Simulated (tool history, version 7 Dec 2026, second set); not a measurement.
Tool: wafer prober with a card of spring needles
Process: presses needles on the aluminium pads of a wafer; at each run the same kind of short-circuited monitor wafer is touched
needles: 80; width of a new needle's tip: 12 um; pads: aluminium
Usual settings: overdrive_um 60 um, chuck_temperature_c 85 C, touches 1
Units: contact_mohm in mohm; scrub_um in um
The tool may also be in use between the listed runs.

{"run": 1, "hour": 0.0, "overdrive_um": 60, "chuck_temperature_c": 85, "touches": 1, "contact_mohm": 285, "scrub_um": 12.47}
{"hour": 11.3, "done": "tips cleaned on abrasive film"}
{"run": 2, "hour": 16.2, "overdrive_um": 60, "chuck_temperature_c": 85, "touches": 1, "contact_mohm": 288, "scrub_um": 12.48}
{"hour": 23.4, "done": "tips cleaned on abrasive film"}
{"hour": 35.0, "done": "tips cleaned on abrasive film"}
{"run": 3, "hour": 36.6, "overdrive_um": 60, "chuck_temperature_c": 85, "touches": 1, "contact_mohm": 291, "scrub_um": 12.37}
{"run": 4, "hour": 46.1, "overdrive_um": 60, "chuck_temperature_c": 85, "touches": 1, "contact_mohm": 287, "scrub_um": 12.6}
{"hour": 48.1, "done": "tips cleaned on abrasive film"}
{"run": 5, "hour": 56.8, "overdrive_um": 60, "chuck_temperature_c": 85, "touches": 1, "contact_mohm": 287, "scrub_um": 12.45}
{"hour": 59.8, "done": "tips cleaned on abrasive film"}
{"hour": 72.4, "done": "tips cleaned on abrasive film"}
{"run": 6, "hour": 75.6, "overdrive_um": 60, "chuck_temperature_c": 85, "touches": 1, "contact_mohm": 290, "scrub_um": 12.46}
{"hour": 84.2, "done": "tips cleaned on abrasive film"}
{"run": 7, "hour": 86.6, "overdrive_um": 60, "chuck_temperature_c": 85, "touches": 1, "contact_mohm": 288, "scrub_um": 12.58}
{"hour": 95.9, "done": "tips cleaned on abrasive film"}
{"run": 8, "hour": 106.6, "overdrive_um": 60, "chuck_temperature_c": 85, "touches": 1, "contact_mohm": 289, "scrub_um": 12.52}
{"hour": 108.1, "done": "tips cleaned on abrasive film"}
{"run": 9, "hour": 119.1, "overdrive_um": 60, "chuck_temperature_c": 85, "touches": 1, "contact_mohm": 290, "scrub_um": 12.6}
{"hour": 120.9, "done": "tips cleaned on abrasive film"}
{"hour": 133.8, "done": "tips cleaned on abrasive film"}
{"run": 10, "hour": 140.1, "overdrive_um": 60, "chuck_temperature_c": 85, "touches": 1, "contact_mohm": 292, "scrub_um": 12.49}
{"hour": 145.4, "done": "tips cleaned on abrasive film"}
{"run": 11, "hour": 153.8, "overdrive_um": 60, "chuck_temperature_c": 85, "touches": 1, "contact_mohm": 286, "scrub_um": 12.42}
{"hour": 157.8, "done": "tips cleaned on abrasive film"}
{"run": 12, "hour": 163.9, "overdrive_um": 79, "chuck_temperature_c": 85, "touches": 1, "contact_mohm": 289, "scrub_um": 16.55}
{"hour": 168.7, "done": "height of the first contact set anew"}
{"hour": 170.1, "done": "tips cleaned on abrasive film"}
{"run": 13, "hour": 179.9, "overdrive_um": 50, "chuck_temperature_c": 85, "touches": 1, "contact_mohm": 293, "scrub_um": 10.44}
{"hour": 183.1, "done": "tips cleaned on abrasive film"}
{"hour": 195.4, "done": "tips cleaned on abrasive film"}
{"run": 14, "hour": 199.8, "overdrive_um": 60, "chuck_temperature_c": 85, "touches": 1, "contact_mohm": 287, "scrub_um": 12.5}
{"hour": 207.7, "done": "tips cleaned on abrasive film"}
{"run": 15, "hour": 212.2, "overdrive_um": 60, "chuck_temperature_c": 85, "touches": 1, "contact_mohm": 286, "scrub_um": 12.55}
{"hour": 220.3, "done": "tips cleaned on abrasive film"}
{"run": 16, "hour": 221.6, "overdrive_um": 60, "chuck_temperature_c": 38, "touches": 1, "contact_mohm": 273, "scrub_um": 12.58}
{"hour": 232.2, "done": "tips cleaned on abrasive film"}
{"run": 17, "hour": 235.2, "overdrive_um": 43, "chuck_temperature_c": 85, "touches": 1, "contact_mohm": 294, "scrub_um": 9.12}
{"hour": 244.2, "done": "tips cleaned on abrasive film"}
{"run": 18, "hour": 254.6, "overdrive_um": 43, "chuck_temperature_c": 85, "touches": 1, "contact_mohm": 294, "scrub_um": 9}
{"hour": 256.6, "done": "tips cleaned on abrasive film"}
{"hour": 268.5, "done": "tips cleaned on abrasive film"}
{"run": 19, "hour": 268.5, "overdrive_um": 60, "chuck_temperature_c": 123, "touches": 2, "contact_mohm": 305, "scrub_um": 12.63}
{"hour": 281.0, "done": "tips cleaned on abrasive film"}
{"run": 20, "hour": 284.4, "overdrive_um": 60, "chuck_temperature_c": 123, "touches": 2, "contact_mohm": 298, "scrub_um": 12.68}
{"hour": 293.5, "done": "tips cleaned on abrasive film"}
{"run": 21, "hour": 293.7, "overdrive_um": 42, "chuck_temperature_c": 85, "touches": 3, "contact_mohm": 298, "scrub_um": 8.78}
{"hour": 305.9, "done": "tips cleaned on abrasive film"}
{"run": 22, "hour": 306.5, "overdrive_um": 76, "chuck_temperature_c": 87, "touches": 2, "contact_mohm": 281, "scrub_um": 16.04}
{"hour": 317.7, "done": "tips cleaned on abrasive film"}
{"run": 23, "hour": 323.0, "overdrive_um": 76, "chuck_temperature_c": 87, "touches": 2, "contact_mohm": 283, "scrub_um": 16.03}
{"hour": 329.2, "done": "tips cleaned on abrasive film"}
{"run": 24, "hour": 339.2, "overdrive_um": 45, "chuck_temperature_c": 35, "touches": 2, "contact_mohm": 275, "scrub_um": 9.55}
{"hour": 341.8, "done": "tips cleaned on abrasive film"}
{"run": 25, "hour": 350.3, "overdrive_um": 60, "chuck_temperature_c": 89, "touches": 2, "contact_mohm": 292, "scrub_um": 12.79}
{"hour": 353.4, "done": "tips cleaned on abrasive film"}
{"run": 26, "hour": 361.5, "overdrive_um": 60, "chuck_temperature_c": 89, "touches": 2, "contact_mohm": 285, "scrub_um": 12.74}
{"hour": 365.1, "done": "tips cleaned on abrasive film"}
{"hour": 377.6, "done": "tips cleaned on abrasive film"}
{"run": 27, "hour": 380.3, "overdrive_um": 60, "chuck_temperature_c": 25, "touches": 2, "contact_mohm": 270, "scrub_um": 12.71}
{"run": 28, "hour": 388.8, "overdrive_um": 60, "chuck_temperature_c": 25, "touches": 2, "contact_mohm": 267, "scrub_um": 12.75}
{"hour": 390.8, "done": "tips cleaned on abrasive film"}
{"hour": 402.8, "done": "tips cleaned on abrasive film"}
{"run": 29, "hour": 408.3, "overdrive_um": 57, "chuck_temperature_c": 38, "touches": 2, "contact_mohm": 276, "scrub_um": 12.08}
{"hour": 414.5, "done": "tips cleaned on abrasive film"}
{"run": 30, "hour": 418.7, "overdrive_um": 63, "chuck_temperature_c": 85, "touches": 3, "contact_mohm": 284, "scrub_um": 13.43}
{"hour": 426.3, "done": "tips cleaned on abrasive film"}
{"run": 31, "hour": 430.6, "overdrive_um": 63, "chuck_temperature_c": 30, "touches": 1, "contact_mohm": 269, "scrub_um": 13.33}

Measured less the same run without the tool's hidden state. The same run-to-run variation is in both; the gauge's scatter may not be:
The hidden state here: debris on the tips, nm; way that the needles fall short of the set height, um; tips' diameter, um; drift of the gauge itself on contact_mohm, %; drift of the gauge itself on scrub_um, %.
run=1 scrub_um=+0
run=2 scrub_um=+0.01
run=3 scrub_um=+0.03
run=4 scrub_um=+0.04
run=5 scrub_um=+0.04
run=6 scrub_um=+0.06
run=7 scrub_um=+0.06
run=8 scrub_um=+0.08
run=9 scrub_um=+0.09
run=10 scrub_um=+0.1
run=11 scrub_um=+0.11
run=12 scrub_um=+0.16
run=13 scrub_um=+0.11
run=14 scrub_um=+0.15
run=15 scrub_um=+0.16
run=16 scrub_um=+0.17
run=17 scrub_um=+0.13
run=18 scrub_um=+0.13
run=19 scrub_um=+0.2
run=20 scrub_um=+0.21
run=21 scrub_um=+0.15
run=22 scrub_um=+0.29
run=23 scrub_um=+0.31
run=24 scrub_um=+0.19
run=25 scrub_um=+0.26
run=26 scrub_um=+0.26
run=27 scrub_um=+0.28
run=28 scrub_um=+0.29
run=29 scrub_um=+0.29
run=30 scrub_um=+0.33
run=31 scrub_um=+0.34
contact_mohm: within 1 mohm of the measured result in every run.
